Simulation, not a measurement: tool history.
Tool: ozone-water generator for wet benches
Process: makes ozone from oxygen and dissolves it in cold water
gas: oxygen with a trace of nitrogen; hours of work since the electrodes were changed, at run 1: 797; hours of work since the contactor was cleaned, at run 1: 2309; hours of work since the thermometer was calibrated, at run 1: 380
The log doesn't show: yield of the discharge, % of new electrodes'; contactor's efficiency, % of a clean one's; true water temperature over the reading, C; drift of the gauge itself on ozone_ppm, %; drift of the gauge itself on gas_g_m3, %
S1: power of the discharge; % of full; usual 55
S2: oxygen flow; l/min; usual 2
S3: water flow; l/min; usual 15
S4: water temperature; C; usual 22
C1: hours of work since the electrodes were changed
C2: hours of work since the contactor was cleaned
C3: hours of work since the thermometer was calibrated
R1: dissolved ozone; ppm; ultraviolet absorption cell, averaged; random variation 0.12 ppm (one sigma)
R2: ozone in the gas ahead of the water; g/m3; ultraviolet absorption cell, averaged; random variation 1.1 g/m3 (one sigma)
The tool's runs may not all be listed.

| run | hour | S1 | S2 | S3 | S4 | C1 | C2 | C3 | R1 | R2 |
|---|---|---|---|---|---|---|---|---|---|---|
| 1 | 0 | 55 | 2 | 15 | 22 | 797 | 2309 | 380 | 11.1 | 197.3 |
| 2 | 49.9 | 55 | 2 | 14 | 22 | 833 | 2345 | 417 | 11.5 | 199.4 |
| 3 | 106.9 | 55 | 2 | 14 | 22 | 874 | 2386 | 458 | 11.5 | 197.9 |
| 4 | 179.5 | 55 | 1.05 | 15 | 22 | 927 | 2439 | 511 | 9.4 | 278.6 |
| 5 | 229.3 | 60 | 2 | 15 | 22 | 964 | 2476 | 547 | 11.4 | 205.9 |
| 6 | 311.1 | 55 | 2 | 15 | 22 | 1023 | 2535 | 607 | 10.7 | 196.3 |
| 7 | 360.7 | 55 | 2 | 14 | 22 | 1059 | 2571 | 643 | 11.4 | 197 |
| 8 | 402.5 | 55 | 1.35 | 15 | 22 | 1090 | 2602 | 673 | 10.1 | 243.7 |
|  | 408.9 | water thermometer calibrated |
| 9 | 466.4 | 55 | 1.16 | 15 | 21 | 1136 | 2648 | 42 | 9.5 | 263.1 |
| 10 | 528.8 | 43 | 2 | 18 | 27 | 1182 | 2694 | 87 | 7.3 | 173.7 |
| 11 | 572.1 | 63 | 2 | 20 | 22 | 1213 | 2725 | 119 | 8.6 | 208.5 |
| 12 | 649.3 | 90 | 2.61 | 13 | 22 | 1269 | 2781 | 175 | 15.8 | 217 |
| 13 | 710.4 | 89 | 1.12 | 11 | 22 | 1314 | 2826 | 220 | 16 | 337.7 |
|  | 717.1 | water thermometer calibrated, once more |
| 14 | 759.1 | 89 | 1.12 | 11 | 22 | 1349 | 2861 | 31 | 16.3 | 340.2 |
| 15 | 795.1 | 63 | 2 | 20 | 22 | 1375 | 2887 | 57 | 8.5 | 208.2 |
| 16 | 861.4 | 44 | 3.35 | 13 | 14 | 1424 | 2936 | 105 | 12.2 | 131.9 |

Forecast each of these 4 alternatives for the next run:
| A | 940.5 | 56 | 2.82 | 13 | 15 | 1481 | 2993 | 163 | ? | ? |
| B | 940.5 | 56 | 1.32 | 15 | 22 | 1481 | 2993 | 163 | ? | ? |
| C | 940.5 | 86 | 3.35 | 22 | 20 | 1481 | 2993 | 163 | ? | ? |
| D | 940.5 | 55 | 2.13 | 15 | 22 | 1481 | 2993 | 163 | ? | ? |

| run | R1 | R2 |
|---|---|---|
| A | 13.5 | 162.5 |
| B | 9.7 | 246.6 |
| C | 9.8 | 182.3 |
| D | 10.5 | 186.7 |
Without the tool's hidden state the same runs would have given:
| run | R1 | R2 |
|---|---|---|
| A | 15.6 | 168.3 |
| B | 11.2 | 255.4 |
| C | 11.6 | 190.4 |
| D | 12.2 | 193.4 |
